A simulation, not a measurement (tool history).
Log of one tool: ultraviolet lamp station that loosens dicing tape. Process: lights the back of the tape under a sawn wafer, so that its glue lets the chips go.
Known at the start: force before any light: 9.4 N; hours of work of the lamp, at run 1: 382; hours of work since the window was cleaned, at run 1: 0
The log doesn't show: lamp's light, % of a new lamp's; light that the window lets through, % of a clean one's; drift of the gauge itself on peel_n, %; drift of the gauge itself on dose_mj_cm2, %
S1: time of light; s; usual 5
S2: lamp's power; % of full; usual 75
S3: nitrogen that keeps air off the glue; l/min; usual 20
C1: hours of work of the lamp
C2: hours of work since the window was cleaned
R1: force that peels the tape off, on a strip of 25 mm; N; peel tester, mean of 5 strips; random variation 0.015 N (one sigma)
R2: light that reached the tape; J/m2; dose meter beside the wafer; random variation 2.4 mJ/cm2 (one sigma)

run 1 hour=0.0 | S1=5 S2=75 S3=20 | C1=382 C2=0 | R1=0.878 R2=2300
run 2 hour=18.7 | S1=8 S2=75 S3=20 | C1=390 C2=9 | R1=0.345 R2=3610
run 3 hour=28.7 | S1=8 S2=75 S3=20 | C1=395 C2=13 | R1=0.368 R2=3600
run 4 hour=39.7 | S1=8 S2=94 S3=20 | C1=400 C2=18 | R1=0.281 R2=4480
run 5 hour=52.5 | S1=5 S2=75 S3=6 | C1=406 C2=24 | R1=1.468 R2=2210
run 6 hour=70.3 | S1=5 S2=75 S3=6 | C1=414 C2=32 | R1=1.446 R2=2200
run 7 hour=85.6 | S1=8 S2=75 S3=20 | C1=421 C2=39 | R1=0.364 R2=3510
run 8 hour=96.6 | S1=8 S2=75 S3=20 | C1=426 C2=44 | R1=0.361 R2=3520
run 9 hour=112.4 | S1=8 S2=75 S3=20 | C1=433 C2=51 | R1=0.370 R2=3470
run 10 hour=130.2 | S1=5 S2=75 S3=11 | C1=442 C2=60 | R1=1.195 R2=2190
run 11 hour=140.7 | S1=5 S2=75 S3=15 | C1=446 C2=64 | R1=1.032 R2=2160
run 12 hour=160.2 | S1=5 S2=75 S3=15 | C1=455 C2=73 | R1=1.129 R2=2080
run 13 hour=179.3 | S1=9 S2=75 S3=20 | C1=464 C2=82 | R1=0.326 R2=3840
run 14 hour=199.7 | S1=5 S2=75 S3=20 | C1=473 C2=91 | R1=0.987 R2=2080
run 15 hour=221.4 | S1=5 S2=76 S3=20 | C1=483 C2=101 | R1=0.944 R2=2150
run 16 hour=241.3 | S1=5 S2=76 S3=20 | C1=492 C2=111 | R1=0.968 R2=2130
run 17 hour=255.7 | S1=5 S2=75 S3=20 | C1=499 C2=117 | R1=1.014 R2=2060
-- hour=257.8 window cleaned of glue's vapour
run 18 hour=271.0 | S1=5 S2=75 S3=20 | C1=506 C2=6 | R1=1.051 R2=2060
run 19 hour=281.4 | S1=5 S2=75 S3=20 | C1=511 C2=11 | R1=1.087 R2=2050
run 20 hour=300.0 | S1=5 S2=75 S3=20 | C1=519 C2=19 | R1=1.057 R2=2080
run 21 hour=313.0 | S1=5 S2=75 S3=20 | C1=525 C2=25 | R1=1.035 R2=1950
run 22 hour=329.9 | S1=5 S2=75 S3=20 | C1=533 C2=33 | R1=1.047 R2=2030
run 23 hour=343.4 | S1=3 S2=95 S3=11 | C1=539 C2=39 | R1=2.111 R2=1510
run 24 hour=360.3 | S1=5 S2=79 S3=20 | C1=547 C2=47 | R1=1.025 R2=2120
-- hour=363.9 window cleaned of glue's vapour, once more
run 25 hour=381.1 | S1=5 S2=75 S3=38 | C1=556 C2=8 | R1=0.853 R2=2100
run 26 hour=402.1 | S1=8 S2=75 S3=31 | C1=566 C2=18 | R1=0.352 R2=3380
run 27 hour=419.3 | S1=7 S2=87 S3=30 | C1=573 C2=25 | R1=0.368 R2=3380
run 28 hour=428.9 | S1=5 S2=75 S3=7 | C1=578 C2=30 | R1=1.460 R2=2080
run 29 hour=448.6 | S1=5 S2=79 S3=16 | C1=587 C2=39 | R1=1.017 R2=2170
run 30 hour=460.8 | S1=3 S2=100 S3=15 | C1=593 C2=44 | R1=1.642 R2=1650
run 31 hour=471.1 | S1=5 S2=75 S3=7 | C1=597 C2=49 | R1=1.575 R2=2030
run 32 hour=493.6 | S1=2 S2=75 S3=13 | C1=608 C2=59 | R1=3.809 R2=860
run 33 hour=513.4 | S1=8 S2=75 S3=10 | C1=617 C2=69 | R1=0.564 R2=3250
run 34 hour=523.9 | S1=10 S2=88 S3=10 | C1=621 C2=73 | R1=0.289 R2=4780
run 35 hour=539.4 | S1=5 S2=96 S3=20 | C1=628 C2=80 | R1=0.654 R2=2630
run 36 hour=560.1 | S1=5 S2=96 S3=20 | C1=638 C2=90 | R1=0.661 R2=2560

The next listed run, before its measurement:
run 37 hour=580.8 | S1=5 S2=68 S3=8 | C1=647 C2=99 | R1=? R2=?

Run 37 gave R1 1.818 N, R2 1780 J/m2.
Without the tool's hidden state the same run would have given R1 1.205 N, R2 2280 J/m2.

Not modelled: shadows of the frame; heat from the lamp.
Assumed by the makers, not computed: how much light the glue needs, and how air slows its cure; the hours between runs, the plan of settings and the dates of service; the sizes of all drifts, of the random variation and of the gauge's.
